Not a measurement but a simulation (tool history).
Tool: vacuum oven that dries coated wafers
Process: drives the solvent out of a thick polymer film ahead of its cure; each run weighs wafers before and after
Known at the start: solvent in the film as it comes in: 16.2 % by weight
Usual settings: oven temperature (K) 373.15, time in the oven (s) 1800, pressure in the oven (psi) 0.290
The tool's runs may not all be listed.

run   hour  oven temperature (K)  time in the oven (s)  pressure in the oven (psi)  solvent left in the film (%)
  1    0.0                373.15                  1800                       0.290                          2.46
  2   37.5                373.15                  1800                       0.290                          2.44
  3   71.8                373.15                  1800                       0.290                          2.44
  4  136.3                373.15                  1800                       0.290                          2.49
  5  192.0                373.15                  1800                       0.290                          2.52
  6  231.1                373.15                  1800                       0.290                          2.51
  7  275.3                373.15                  1800                       0.290                          2.50
  8  339.2                373.15                  1800                       0.194                          1.99
     344.9  -- vacuum gauge cleaned of residue and calibrated
  9  384.0                377.15                  1800                       0.216                          1.27
 10  418.6                377.15                  1800                       0.220                          1.28
 11  470.5                377.15                  1800                       0.220                          1.33
 12  524.5                365.15                  1800                       0.220                          3.63
 13  583.7                365.15                  1800                       0.220                          3.63
 14  647.5                359.15                  1320                       0.966                         11.61
 15  683.8                359.15                  1320                       0.966                         11.69
 16  738.1                359.15                  1320                       0.966                         11.60

Measured less the same run without the tool's hidden state. The same run-to-run variation is in both; the gauge's scatter may not be:
The hidden state here: true wafer temperature over the reading, C; true pressure over the reading, kPa; drift of the gauge itself on solvent_pct, %.
run  solvent left in the film (%)
  1                         +0.18
  2                         +0.17
  3                         +0.18
  4                         +0.19
  5                         +0.19
  6                         +0.19
  7                         +0.19
  8                         +0.20
  9                         -0.06
 10                         -0.06
 11                         -0.05
 12                         -0.20
 13                         -0.20
 14                         -0.26
 15                         -0.27
 16                         -0.27
